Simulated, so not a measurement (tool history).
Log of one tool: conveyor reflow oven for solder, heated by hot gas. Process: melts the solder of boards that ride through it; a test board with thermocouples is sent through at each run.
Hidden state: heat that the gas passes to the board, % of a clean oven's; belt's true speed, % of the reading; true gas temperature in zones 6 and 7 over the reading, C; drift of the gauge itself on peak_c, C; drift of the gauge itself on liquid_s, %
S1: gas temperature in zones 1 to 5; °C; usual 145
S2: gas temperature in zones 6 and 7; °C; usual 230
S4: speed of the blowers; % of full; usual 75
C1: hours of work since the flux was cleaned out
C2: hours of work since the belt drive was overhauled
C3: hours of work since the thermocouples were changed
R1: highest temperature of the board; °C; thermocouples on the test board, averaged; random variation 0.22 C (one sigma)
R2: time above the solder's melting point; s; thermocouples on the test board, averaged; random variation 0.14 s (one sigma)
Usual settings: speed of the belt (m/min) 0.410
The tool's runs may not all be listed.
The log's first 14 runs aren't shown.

run 15 hour=233.7 | S1=132 S2=230 speed_of_the_belt_(m/min)=0.410 S4=75 | C1=118 C2=792 C3=405 | R1=217.0 R2=66.4
run 16 hour=252.4 | S1=145 S2=241 speed_of_the_belt_(m/min)=0.413 S4=79 | C1=131 C2=805 C3=418 | R1=229.4 R2=79.4
run 17 hour=263.3 | S1=145 S2=242 speed_of_the_belt_(m/min)=0.410 S4=75 | C1=138 C2=813 C3=426 | R1=229.5 R2=80.0
run 18 hour=285.5 | S1=145 S2=242 speed_of_the_belt_(m/min)=0.410 S4=75 | C1=154 C2=829 C3=441 | R1=230.1 R2=80.4
run 19 hour=302.4 | S1=157 S2=240 speed_of_the_belt_(m/min)=0.410 S4=75 | C1=166 C2=840 C3=453 | R1=229.0 R2=85.1
-- hour=310.5 belt drive overhauled, speed set with a stopwatch
run 20 hour=316.4 | S1=145 S2=230 speed_of_the_belt_(m/min)=0.410 S4=78 | C1=173 C2=4 C3=460 | R1=218.4 R2=71.3
run 21 hour=330.0 | S1=145 S2=230 speed_of_the_belt_(m/min)=0.410 S4=78 | C1=183 C2=14 C3=470 | R1=218.9 R2=71.4
run 22 hour=343.4 | S1=145 S2=230 speed_of_the_belt_(m/min)=0.410 S4=78 | C1=192 C2=23 C3=479 | R1=218.3 R2=71.3
run 23 hour=353.4 | S1=145 S2=230 speed_of_the_belt_(m/min)=0.410 S4=78 | C1=199 C2=30 C3=486 | R1=218.4 R2=71.2
run 24 hour=373.3 | S1=145 S2=230 speed_of_the_belt_(m/min)=0.410 S4=78 | C1=213 C2=44 C3=500 | R1=218.3 R2=71.0
run 25 hour=385.2 | S1=145 S2=230 speed_of_the_belt_(m/min)=0.410 S4=78 | C1=221 C2=53 C3=509 | R1=218.0 R2=71.2
run 26 hour=406.1 | S1=145 S2=230 speed_of_the_belt_(m/min)=0.335 S4=78 | C1=236 C2=67 C3=523 | R1=222.2 R2=92.0
run 27 hour=419.4 | S1=145 S2=230 speed_of_the_belt_(m/min)=0.335 S4=78 | C1=245 C2=77 C3=533 | R1=222.1 R2=92.0
run 28 hour=439.1 | S1=131 S2=230 speed_of_the_belt_(m/min)=0.410 S4=75 | C1=259 C2=91 C3=547 | R1=215.3 R2=63.4
run 29 hour=452.2 | S1=131 S2=230 speed_of_the_belt_(m/min)=0.410 S4=75 | C1=269 C2=100 C3=556 | R1=215.4 R2=63.1
run 30 hour=467.6 | S1=145 S2=225 speed_of_the_belt_(m/min)=0.334 S4=75 | C1=279 C2=111 C3=567 | R1=216.7 R2=88.1

Forecast each of these 3 alternatives for the next run:
run A hour=479.1 | S1=145 S2=245 speed_of_the_belt_(m/min)=0.347 S4=75 | C1=287 C2=119 C3=575 | R1=? R2=?
run B hour=479.1 | S1=145 S2=243 speed_of_the_belt_(m/min)=0.405 S4=75 | C1=287 C2=119 C3=575 | R1=? R2=?
run C hour=479.1 | S1=145 S2=221 speed_of_the_belt_(m/min)=0.334 S4=75 | C1=287 C2=119 C3=575 | R1=? R2=?

run=A R1=235.4 R2=96.5
run=B R1=229.5 R2=79.9
run=C R1=213.1 R2=84.6
Without the tool's hidden state the same runs would have given:
run=A R1=238.0 R2=97.6
run=B R1=232.3 R2=81.3
run=C R1=215.5 R2=87.0

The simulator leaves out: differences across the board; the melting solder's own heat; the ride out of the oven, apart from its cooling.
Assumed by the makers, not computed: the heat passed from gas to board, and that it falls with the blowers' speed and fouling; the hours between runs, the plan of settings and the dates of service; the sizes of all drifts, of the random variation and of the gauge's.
